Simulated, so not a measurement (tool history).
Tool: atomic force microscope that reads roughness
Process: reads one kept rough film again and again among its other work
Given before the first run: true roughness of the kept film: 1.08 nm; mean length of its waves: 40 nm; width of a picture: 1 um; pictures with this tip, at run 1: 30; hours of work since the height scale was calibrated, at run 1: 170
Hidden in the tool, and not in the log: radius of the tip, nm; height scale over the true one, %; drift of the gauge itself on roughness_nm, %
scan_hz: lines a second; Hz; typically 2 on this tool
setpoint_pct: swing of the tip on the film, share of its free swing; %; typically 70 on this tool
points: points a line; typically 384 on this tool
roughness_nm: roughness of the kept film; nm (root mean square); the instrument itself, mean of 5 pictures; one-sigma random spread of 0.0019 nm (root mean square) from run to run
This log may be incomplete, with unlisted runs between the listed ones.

run     day  scan_hz  setpoint_pct  points  pictures with this tip  hours of work since the height scale was calibrated  roughness_nm
  1       0        2            70     384                      30                                                  170         1.019
  2   0.729        2            70     384                      53                                                  177         1.012
  3   1.271        2            70     384                      69                                                  183         1.011
  4   2.012        2            70     454                      91                                                  190         1.008
  5   2.638        2            70     384                     110                                                  196         1.001
  6   3.204        2            70     384                     128                                                  202         0.999
  7   3.675        2            70     384                     142                                                  207         0.993
      3.908  -- new tip fitted
  8   4.088        2            70     384                       6                                                  211         1.021
  9   4.858        2            70     384                      29                                                  218         1.019
 10   5.642        2            70     384                      53                                                  226         1.011
 11   6.362        2            70     384                      75                                                  233         1.008
 12   6.958        2            88     384                      93                                                  239         0.951
 13   7.317        2            88     384                     104                                                  243          0.95
 14   7.712        2            70     384                     116                                                  247             1
 15   8.454        2            70     384                     138                                                  254         0.994
      8.771  -- new tip fitted
 16   9.067        2            87     291                       9                                                  260         0.971
 17   9.879     1.97            58     534                      34                                                  269         1.035
 18  10.254     0.57            85    1005                      45                                                  272         1.029
 19  10.621      1.3            68     847                      56                                                  276         1.032
     10.712  -- height scale calibrated on a step standard
 20  11.533      1.3            68     847                      83                                                    8         1.028
 21  12.096      1.2            77     328                     100                                                   14         1.004
     12.425  -- height scale calibrated on a step standard, once more
 22  12.929      1.2            77     328                     124                                                    5         0.998
     13.725  -- new tip fitted
 23  13.733     1.24            58     384                       1                                                   13         1.053
 24    14.1     1.24            58     384                      12                                                   17         1.049
 25  14.633     0.65            61     367                      28                                                   22         1.047
 26  15.383     1.28            74     967                      51                                                   29         1.023
 27  15.738     1.28            74     967                      61                                                   33         1.023
 28   16.25     1.28            64     701                      77                                                   38         1.029
 29  17.108     3.38            60     701                     103                                                   47         1.008
 30  17.642     1.54            70     469                     119                                                   52         1.008

Below, some changes in roughness_nm between adjacent runs. For each, the amount present without the hidden state too (settings, incoming material, random variation) and the amount remaining for the hidden state with gauge scatter not shared by both compared results:
Run 7 -> 8: new tip fitted. roughness_nm +0.028 nm (root mean square): hidden state +0.026, all else +0.002.
Run 11 -> 12: setpoint_pct 70 -> 88. roughness_nm -0.057 nm (root mean square): hidden state -0.003, all else -0.054.
Run 15 -> 16: setpoint_pct 70 -> 87, points 384 -> 291, new tip fitted. roughness_nm -0.023 nm (root mean square): hidden state +0.028, all else -0.051.
Run 16 -> 17: scan_hz 2 -> 1.97, setpoint_pct 87 -> 58, points 291 -> 534. roughness_nm +0.064 nm (root mean square): hidden state -0.006, all else +0.07.
Run 22 -> 23: scan_hz 1.2 -> 1.24, setpoint_pct 77 -> 58, points 328 -> 384, new tip fitted. roughness_nm +0.055 nm (root mean square): hidden state +0.028, all else +0.027.
